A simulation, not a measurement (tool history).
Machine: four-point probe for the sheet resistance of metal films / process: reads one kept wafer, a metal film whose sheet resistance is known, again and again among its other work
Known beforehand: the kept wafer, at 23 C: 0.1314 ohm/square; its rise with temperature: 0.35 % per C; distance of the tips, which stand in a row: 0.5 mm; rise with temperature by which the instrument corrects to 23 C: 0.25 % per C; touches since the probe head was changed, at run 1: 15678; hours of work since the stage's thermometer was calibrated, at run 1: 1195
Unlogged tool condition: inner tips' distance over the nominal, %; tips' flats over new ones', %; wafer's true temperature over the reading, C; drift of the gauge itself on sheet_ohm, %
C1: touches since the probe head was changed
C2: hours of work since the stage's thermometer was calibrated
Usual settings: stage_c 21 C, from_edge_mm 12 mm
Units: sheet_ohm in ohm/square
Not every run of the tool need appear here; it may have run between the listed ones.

Run 1, hour 0.0: usual settings; C1 15678; C2 1195. Result: sheet_ohm 0.131272 ohm/square.
Run 2, hour 10.8: usual settings; C1 15990; C2 1203. Result: sheet_ohm 0.131267 ohm/square.
Run 3, hour 32.7: usual settings but from_edge_mm 10 mm; C1 16622; C2 1219. Result: sheet_ohm 0.131340 ohm/square.
Run 4, hour 53.3: usual settings but from_edge_mm 10 mm; C1 17216; C2 1234. Result: sheet_ohm 0.131330 ohm/square.
Run 5, hour 73.9: usual settings but from_edge_mm 10 mm; C1 17810; C2 1249. Result: sheet_ohm 0.131358 ohm/square.
Run 6, hour 86.9: usual settings but from_edge_mm 25 mm; C1 18186; C2 1259. Result: sheet_ohm 0.131183 ohm/square.
Run 7, hour 104.3: usual settings but from_edge_mm 25 mm; C1 18690; C2 1271. Result: sheet_ohm 0.131192 ohm/square.
Run 8, hour 116.7: usual settings but from_edge_mm 25 mm; C1 19047; C2 1280. Result: sheet_ohm 0.131142 ohm/square.
Run 9, hour 125.9: usual settings but from_edge_mm 25 mm; C1 19312; C2 1287. Result: sheet_ohm 0.131133 ohm/square.
Run 10, hour 137.4: usual settings but from_edge_mm 25 mm; C1 19644; C2 1296. Result: sheet_ohm 0.131175 ohm/square.
Run 11, hour 150.5: usual settings but stage_c 28 C, from_edge_mm 25 mm; C1 20022; C2 1305. Result: sheet_ohm 0.132091 ohm/square.
Run 12, hour 163.6: usual settings but stage_c 28 C, from_edge_mm 25 mm; C1 20400; C2 1315. Result: sheet_ohm 0.132095 ohm/square.
Run 13, hour 184.7: usual settings but stage_c 31 C; C1 21011; C2 1330. Result: sheet_ohm 0.132547 ohm/square.
Run 14, hour 197.7: usual settings; C1 21386; C2 1340. Result: sheet_ohm 0.131276 ohm/square.
Run 15, hour 207.8: usual settings; C1 21675; C2 1347. Result: sheet_ohm 0.131276 ohm/square.
Run 16, hour 225.6: usual settings; C1 22192; C2 1360. Result: sheet_ohm 0.131358 ohm/square.
Run 17, hour 236.8: usual settings; C1 22515; C2 1368. Result: sheet_ohm 0.131269 ohm/square.
Run 18, hour 251.8: usual settings but from_edge_mm 10 mm; C1 22946; C2 1379. Result: sheet_ohm 0.131314 ohm/square.
Run 19, hour 262.4: usual settings but from_edge_mm 10 mm; C1 23252; C2 1387. Result: sheet_ohm 0.131325 ohm/square.
Run 20, hour 278.6: usual settings but from_edge_mm 26 mm; C1 23720; C2 1398. Result: sheet_ohm 0.131111 ohm/square.
Run 21, hour 298.5: usual settings but from_edge_mm 4 mm; C1 24294; C2 1413. Result: sheet_ohm 0.132259 ohm/square.
Run 22, hour 320.1: usual settings but from_edge_mm 4 mm; C1 24919; C2 1429. Result: sheet_ohm 0.132197 ohm/square.
Run 23, hour 336.8: usual settings but from_edge_mm 4 mm; C1 25399; C2 1441. Result: sheet_ohm 0.132253 ohm/square.
At hour 347.9: stage's thermometer calibrated.
Run 24, hour 354.2: usual settings but from_edge_mm 4 mm; C1 25888; C2 5. Result: sheet_ohm 0.132259 ohm/square.
Run 25, hour 364.7: usual settings but stage_c 27 C, from_edge_mm 3 mm; C1 26191; C2 12. Result: sheet_ohm 0.133917 ohm/square.
Run 26, hour 386.7: usual settings but from_edge_mm 44 mm; C1 26825; C2 28. Result: sheet_ohm 0.131150 ohm/square.
Run 27, hour 398.1: usual settings but stage_c 27 C, from_edge_mm 48 mm; C1 27154; C2 37. Result: sheet_ohm 0.131897 ohm/square.
Run 28, hour 416.6: usual settings but stage_c 19 C, from_edge_mm 57 mm; C1 27690; C2 50. Result: sheet_ohm 0.130868 ohm/square.
Run 29, hour 432.8: usual settings but stage_c 19 C, from_edge_mm 57 mm; C1 28156; C2 62. Result: sheet_ohm 0.130874 ohm/square.
Run 30, hour 443.7: usual settings but from_edge_mm 57 mm; C1 28472; C2 70. Result: sheet_ohm 0.131144 ohm/square.
Run 31, hour 465.4: usual settings but from_edge_mm 57 mm; C1 29098; C2 86. Result: sheet_ohm 0.131131 ohm/square.
Run 32, hour 479.6: usual settings but stage_c 35 C, from_edge_mm 3 mm; C1 29509; C2 96. Result: sheet_ohm 0.134907 ohm/square.
Run 33, hour 490.9: usual settings but stage_c 30 C, from_edge_mm 59 mm; C1 29834; C2 104. Result: sheet_ohm 0.132280 ohm/square.
Run 34, hour 504.1: usual settings but stage_c 30 C, from_edge_mm 59 mm; C1 30215; C2 114. Result: sheet_ohm 0.132378 ohm/square.
Run 35, hour 522.3: usual settings but stage_c 29 C, from_edge_mm 10 mm; C1 30740; C2 127. Result: sheet_ohm 0.132368 ohm/square.
Run 36, hour 535.9: usual settings but stage_c 26 C, from_edge_mm 74 mm; C1 31135; C2 137. Result: sheet_ohm 0.131841 ohm/square.
Run 37, hour 550.4: usual settings but from_edge_mm 71 mm; C1 31553; C2 148. Result: sheet_ohm 0.131130 ohm/square.
Run 38, hour 570.9: usual settings but stage_c 31 C, from_edge_mm 5 mm; C1 32143; C2 163. Result: sheet_ohm 0.133158 ohm/square.
Run 39, hour 582.8: usual settings but stage_c 30 C, from_edge_mm 29 mm; C1 32487; C2 171. Result: sheet_ohm 0.132361 ohm/square.
Run 40, hour 595.0: usual settings but stage_c 24 C, from_edge_mm 22 mm; C1 32840; C2 180. Result: sheet_ohm 0.131607 ohm/square.
Run 41, hour 612.0: usual settings but stage_c 20 C, from_edge_mm 31 mm; C1 33329; C2 193. Result: sheet_ohm 0.131070 ohm/square.
Run 42, hour 624.3: usual settings but stage_c 20 C, from_edge_mm 31 mm; C1 33686; C2 202. Result: sheet_ohm 0.131034 ohm/square.
Run 43, hour 646.8: usual settings but stage_c 20 C; C1 34334; C2 218. Result: sheet_ohm 0.131122 ohm/square.
Run 44, hour 657.7: usual settings but stage_c 20 C; C1 34649; C2 226. Result: sheet_ohm 0.131147 ohm/square.

Hidden condition of the tool, last listed run before each entry between runs versus first listed run after:
Logged between run 23 and run 24: stage's thermometer calibrated (hour 347.9)
  nothing in the hidden state changes from one run to the other
